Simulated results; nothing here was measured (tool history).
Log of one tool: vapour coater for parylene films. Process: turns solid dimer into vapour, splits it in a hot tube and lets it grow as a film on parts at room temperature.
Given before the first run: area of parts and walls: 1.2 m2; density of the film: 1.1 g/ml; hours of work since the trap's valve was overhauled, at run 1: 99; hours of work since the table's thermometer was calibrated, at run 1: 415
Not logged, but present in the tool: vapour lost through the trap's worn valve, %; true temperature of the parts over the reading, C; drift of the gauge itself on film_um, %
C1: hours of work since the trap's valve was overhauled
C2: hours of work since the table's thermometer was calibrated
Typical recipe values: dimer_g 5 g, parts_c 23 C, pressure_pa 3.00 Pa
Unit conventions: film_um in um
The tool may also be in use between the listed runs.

run 1 day=0.000 | dimer_g=5 parts_c=23 pressure_pa=3.00 | C1=99 C2=415 | film_um=2.11
run 2 day=0.712 | dimer_g=5 parts_c=23 pressure_pa=3.00 | C1=111 C2=428 | film_um=2.14
run 3 day=1.175 | dimer_g=5 parts_c=23 pressure_pa=3.00 | C1=119 C2=436 | film_um=2.15
run 4 day=1.817 | dimer_g=5 parts_c=23 pressure_pa=3.00 | C1=130 C2=447 | film_um=2.13
run 5 day=2.396 | dimer_g=5 parts_c=23 pressure_pa=3.00 | C1=140 C2=456 | film_um=2.16
run 6 day=3.242 | dimer_g=5 parts_c=23 pressure_pa=3.00 | C1=155 C2=471 | film_um=2.16
run 7 day=3.954 | dimer_g=5 parts_c=23 pressure_pa=3.00 | C1=167 C2=483 | film_um=2.12
run 8 day=4.621 | dimer_g=6 parts_c=23 pressure_pa=3.00 | C1=178 C2=495 | film_um=2.54
run 9 day=5.271 | dimer_g=9 parts_c=23 pressure_pa=3.00 | C1=189 C2=506 | film_um=3.82
run 10 day=5.750 | dimer_g=9 parts_c=23 pressure_pa=3.00 | C1=197 C2=514 | film_um=3.93
run 11 day=6.350 | dimer_g=9 parts_c=23 pressure_pa=3.00 | C1=208 C2=524 | film_um=3.87
run 12 day=6.804 | dimer_g=9 parts_c=23 pressure_pa=3.00 | C1=215 C2=532 | film_um=3.84
run 13 day=7.617 | dimer_g=4 parts_c=29 pressure_pa=3.00 | C1=229 C2=546 | film_um=1.37
run 14 day=8.067 | dimer_g=4 parts_c=29 pressure_pa=3.00 | C1=237 C2=554 | film_um=1.35
run 15 day=8.725 | dimer_g=4 parts_c=19 pressure_pa=11.59 | C1=248 C2=565 | film_um=1.84
run 16 day=9.525 | dimer_g=2 parts_c=23 pressure_pa=3.00 | C1=262 C2=578 | film_um=0.85
run 17 day=10.088 | dimer_g=8 parts_c=22 pressure_pa=2.51 | C1=272 C2=588 | film_um=3.61
run 18 day=10.817 | dimer_g=5 parts_c=26 pressure_pa=4.14 | C1=284 C2=601 | film_um=1.87
run 19 day=11.408 | dimer_g=8 parts_c=22 pressure_pa=3.20 | C1=294 C2=611 | film_um=3.51
run 20 day=11.929 | dimer_g=8 parts_c=22 pressure_pa=3.20 | C1=303 C2=620 | film_um=3.55
run 21 day=12.608 | dimer_g=8 parts_c=22 pressure_pa=9.77 | C1=315 C2=631 | film_um=3.34

Here are 4 independent what-if runs from the current tool condition. What would each one return?
run A day=13.129 | dimer_g=8 parts_c=16 pressure_pa=11.26 | C1=324 C2=640 | film_um=?
run B day=13.129 | dimer_g=5 parts_c=23 pressure_pa=7.16 | C1=324 C2=640 | film_um=?
run C day=13.129 | dimer_g=4 parts_c=18 pressure_pa=3.25 | C1=324 C2=640 | film_um=?
run D day=13.129 | dimer_g=4 parts_c=17 pressure_pa=2.85 | C1=324 C2=640 | film_um=?

run=A film_um=4.18
run=B film_um=2.05
run=C film_um=2.07
run=D film_um=2.18
Take away the tool's hidden state, keep each run's random variation, and the runs would have read:
run=A film_um=4.19
run=B film_um=2.06
run=C film_um=2.08
run=D film_um=2.18
